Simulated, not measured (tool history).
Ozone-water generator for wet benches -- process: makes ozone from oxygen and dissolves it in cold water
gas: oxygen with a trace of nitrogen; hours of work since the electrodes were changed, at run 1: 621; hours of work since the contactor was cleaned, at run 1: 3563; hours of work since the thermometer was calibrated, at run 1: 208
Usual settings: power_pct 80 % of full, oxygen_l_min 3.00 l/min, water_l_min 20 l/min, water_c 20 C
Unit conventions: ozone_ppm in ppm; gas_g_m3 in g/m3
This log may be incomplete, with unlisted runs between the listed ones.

run	hour	power_pct	oxygen_l_min	water_l_min	water_c	hours of work since the electrodes were changed	hours of work since the contactor was cleaned	hours of work since the thermometer was calibrated	ozone_ppm	gas_g_m3
1	0.0	80	3.00	20	20	621	3563	208	16.4	209.6
2	36.6	80	3.00	20	20	646	3588	233	16.8	205.8
3	103.9	80	3.00	20	20	691	3633	278	16.7	208.0
4	134.4	87	3.00	20	20	712	3654	299	17.9	221.9
5	167.1	87	3.00	20	20	734	3676	321	17.6	222.4
6	234.4	87	3.00	20	20	780	3722	367	17.7	223.1
7	281.0	87	3.00	20	20	812	3753	398	17.7	219.6
8	322.3	87	3.00	20	20	840	3782	426	17.5	222.5
9	358.6	87	3.00	20	20	864	3806	451	17.4	220.5
10	419.1	87	3.00	20	20	905	3847	492	17.6	220.7
11	454.8	87	3.00	20	20	929	3871	516	17.6	221.0
12	489.6	87	3.00	20	20	953	3895	540	17.6	221.9
13	527.4	80	3.00	20	20	979	3921	566	16.4	205.9
14	566.4	80	3.00	20	20	1005	3947	592	16.2	205.6
15	626.2	80	3.00	20	20	1046	3988	633	16.4	207.7
# hour 692.7: contactor cleaned
16	700.0	80	4.63	20	20	1093	5	680	19.0	174.7
17	756.0	86	1.70	20	20	1131	43	718	14.7	270.3
18	800.4	43	2.62	14	12	1161	73	748	15.2	132.7
19	868.3	43	2.62	14	12	1207	119	794	15.1	134.5
20	902.4	66	5.34	24	22	1230	142	817	14.0	144.1
21	949.2	43	3.25	24	22	1262	174	849	8.7	123.8
22	1012.4	43	3.25	24	22	1305	217	892	8.9	123.2
# hour 1019.0: water thermometer calibrated
23	1084.8	91	4.52	24	22	1354	266	45	17.1	194.8
24	1128.4	91	4.52	24	22	1383	295	74	17.1	195.7
25	1182.3	86	2.02	16	27	1420	332	111	18.2	252.2
26	1233.8	46	3.95	32	25	1455	367	146	7.1	120.4
27	1277.5	46	3.95	32	25	1484	396	175	7.2	121.4
28	1320.2	53	3.95	32	25	1513	425	204	7.8	134.1
29	1383.5	53	3.95	32	25	1556	468	247	7.9	133.6
# hour 1394.4: water thermometer calibrated, once more
30	1420.7	53	3.46	31	25	1581	493	18	8.0	141.2
31	1488.5	53	3.46	31	25	1627	539	64	7.9	141.1
32	1549.1	53	3.46	31	14	1668	580	105	8.4	143.8

Hidden state at the last listed run before each entry between runs and at the first one after, where it differs:
Runs 15 to 16: contactor cleaned (hour 692.7)
  contactor's efficiency, % of a clean one's: 89.5 -> 98.9
  the result without the hidden state subtracted from the measured one, ozone_ppm: -1.1 -> -0.5 ppm; gas_g_m3: -4.8 -> -4.1 g/m3
Runs 22 to 23: water thermometer calibrated (hour 1019.0)
  contactor's efficiency, % of a clean one's: 98.4 -> 98.3; true water temperature over the reading, C: 0.13 -> 0.21
  the result without the hidden state subtracted from the measured one, ozone_ppm: -0.2 -> -0.7 ppm; gas_g_m3: -1.8 -> -5.8 g/m3
Runs 29 to 30: water thermometer calibrated, once more (hour 1394.4)
  true water temperature over the reading, C: 0.23 -> -0.04
  the result without the hidden state subtracted from the measured one, ozone_ppm: -0.3 -> -0.2 ppm; gas_g_m3: -2.9 -> -3.0 g/m3
